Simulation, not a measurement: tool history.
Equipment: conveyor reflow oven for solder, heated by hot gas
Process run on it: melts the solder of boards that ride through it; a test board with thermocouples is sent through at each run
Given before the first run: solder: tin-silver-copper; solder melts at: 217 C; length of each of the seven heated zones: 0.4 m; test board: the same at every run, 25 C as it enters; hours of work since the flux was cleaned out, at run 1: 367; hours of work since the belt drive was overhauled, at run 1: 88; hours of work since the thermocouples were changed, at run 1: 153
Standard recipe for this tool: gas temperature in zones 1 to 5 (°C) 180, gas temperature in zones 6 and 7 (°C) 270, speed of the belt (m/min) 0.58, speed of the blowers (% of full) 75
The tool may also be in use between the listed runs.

| run | day | gas temperature in zones 1 to 5 (°C) | gas temperature in zones 6 and 7 (°C) | speed of the belt (m/min) | speed of the blowers (% of full) | hours of work since the flux was cleaned out | hours of work since the belt drive was overhauled | hours of work since the thermocouples were changed | highest temperature of the board (°C) | time above the solder's melting point (s) |
|---|---|---|---|---|---|---|---|---|---|---|
| 1 | 0 | 180 | 270 | 0.58 | 75 | 367 | 88 | 153 | 250.8 | 62.7 |
| 2 | 2.671 | 180 | 270 | 0.527 | 75 | 412 | 133 | 198 | 254 | 71.9 |
|  | 3.258 | flux residue cleaned out of gas plates and filters |
| 3 | 4.892 | 174 | 270 | 0.58 | 75 | 27 | 166 | 232 | 253.5 | 63.4 |
| 4 | 6.988 | 174 | 270 | 0.58 | 75 | 62 | 202 | 267 | 253.6 | 62.8 |
| 5 | 9.712 | 180 | 270 | 0.53 | 75 | 108 | 247 | 312 | 255.8 | 73.7 |
| 6 | 12.046 | 180 | 270 | 0.53 | 75 | 147 | 286 | 351 | 254.8 | 74.3 |
| 7 | 13.558 | 180 | 270 | 0.588 | 75 | 172 | 311 | 377 | 252.2 | 63.2 |
| 8 | 14.758 | 180 | 270 | 0.58 | 75 | 192 | 331 | 397 | 252.9 | 64 |
| 9 | 16.367 | 180 | 272 | 0.58 | 75 | 219 | 358 | 424 | 253.3 | 65.1 |
| 10 | 17.812 | 180 | 270 | 0.58 | 75 | 243 | 383 | 448 | 252.3 | 64.2 |
| 11 | 20.262 | 180 | 270 | 0.58 | 75 | 284 | 423 | 489 | 252.6 | 63.3 |
| 12 | 22.475 | 180 | 270 | 0.58 | 75 | 321 | 460 | 526 | 251.2 | 62.9 |
| 13 | 24.417 | 180 | 262 | 0.58 | 75 | 354 | 493 | 558 | 244.4 | 57.5 |
| 14 | 25.862 | 180 | 262 | 0.58 | 75 | 378 | 517 | 582 | 242.6 | 56.8 |
| 15 | 28.042 | 180 | 270 | 0.58 | 75 | 414 | 554 | 619 | 250 | 62.6 |
|  | 28.379 | flux residue cleaned out of gas plates and filters |
| 16 | 30.992 | 180 | 270 | 0.58 | 75 | 44 | 599 | 665 | 252.5 | 65.3 |
| 17 | 33.471 | 193 | 271 | 0.608 | 60 | 85 | 641 | 706 | 250.9 | 66.8 |
| 18 | 34.704 | 180 | 271 | 0.494 | 60 | 106 | 661 | 727 | 255.3 | 79 |
| 19 | 35.942 | 180 | 271 | 0.524 | 60 | 126 | 682 | 747 | 253.4 | 72.5 |
| 20 | 37.796 | 192 | 270 | 0.58 | 75 | 157 | 713 | 778 | 253.7 | 71.5 |

Run 21 comes next. What will it give?
| 21 | 39.246 | 190 | 260 | 0.652 | 67 | 182 | 737 | 803 | ? | ? |

For run 21 the tool returned highest temperature of the board (°C) 240.8, time above the solder's melting point (s) 50.6.
With the hidden condition absent and the run-to-run variation left alone, this run would have shown highest temperature of the board (°C) 243.7, time above the solder's melting point (s) 53.1.
